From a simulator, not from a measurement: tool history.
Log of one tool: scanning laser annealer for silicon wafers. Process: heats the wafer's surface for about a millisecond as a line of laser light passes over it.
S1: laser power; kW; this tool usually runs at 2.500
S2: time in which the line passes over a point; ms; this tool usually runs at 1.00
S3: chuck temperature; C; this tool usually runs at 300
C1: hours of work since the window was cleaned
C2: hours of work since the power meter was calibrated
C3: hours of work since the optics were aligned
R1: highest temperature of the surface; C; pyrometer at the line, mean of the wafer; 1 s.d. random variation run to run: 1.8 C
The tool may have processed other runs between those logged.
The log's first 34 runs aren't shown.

run    hour     S1    S2   S3   C1    C2   C3    R1
 35  1337.0  2.500  1.03  339  568  1058  119  1046
 36  1387.4  2.500  1.03  339  590  1080  141  1044
 37  1417.8  2.500  1.03  339  603  1093  154  1044
 38  1439.2  2.699  1.04  278  612  1102  163  1046
 39  1483.4  2.699  1.04  278  631  1121  182  1050
 40  1532.4  2.699  1.04  278  652  1142  203  1050
 41  1575.2  2.661  1.00  300  670  1160  221  1043
 42  1617.2  2.500  1.03  300  688  1178  239  1000

Alternative continuations, all from the tool just after run 42; predict every row:
  A  1657.1  2.500  1.18  300  705  1195  256   ?
  B  1657.1  2.389  0.72  310  705  1195  256   ?
  C  1657.1  2.696  1.03  303  705  1195  256   ?

run    R1
  A  1050
  B   864
  C  1070
Without the tool's hidden state the same runs would have given:
run    R1
  A  1069
  B   878
  C  1090
